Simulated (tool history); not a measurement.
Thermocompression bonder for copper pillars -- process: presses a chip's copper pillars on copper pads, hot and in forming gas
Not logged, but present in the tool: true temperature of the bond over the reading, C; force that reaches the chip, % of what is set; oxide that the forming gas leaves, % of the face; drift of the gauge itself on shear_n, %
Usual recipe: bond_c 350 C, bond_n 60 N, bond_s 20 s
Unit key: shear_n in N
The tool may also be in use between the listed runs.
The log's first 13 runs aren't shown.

| run | day | bond_c | bond_n | bond_s | hours of work since the heater was calibrated | hours of work since the force cell was calibrated | hours of work since the gas filter was changed | shear_n |
|---|---|---|---|---|---|---|---|---|
| 14 | 5.679 | 350 | 80 | 20 | 176 | 488 | 288 | 52.5 |
| 15 | 6.033 | 361 | 60 | 20 | 182 | 494 | 294 | 42.9 |
| 16 | 6.288 | 361 | 60 | 20 | 187 | 499 | 299 | 43.2 |
| 17 | 6.871 | 361 | 60 | 20 | 197 | 509 | 309 | 42.3 |
| 18 | 7.288 | 363 | 60 | 45 | 205 | 517 | 317 | 58.8 |
| 19 | 7.842 | 353 | 74 | 20 | 215 | 527 | 327 | 50.3 |
| 20 | 8.317 | 353 | 74 | 20 | 223 | 535 | 335 | 49.4 |
| 21 | 8.721 | 353 | 74 | 20 | 231 | 542 | 343 | 50.3 |

For run 22, what comes out?
| 22 | 9.246 | 335 | 60 | 20 | 240 | 552 | 352 | ? |

{"run 22": {"shear_n": 32.6}}
With the hidden condition absent and the run-to-run variation left alone, this run would have shown shear_n 32.6 N.
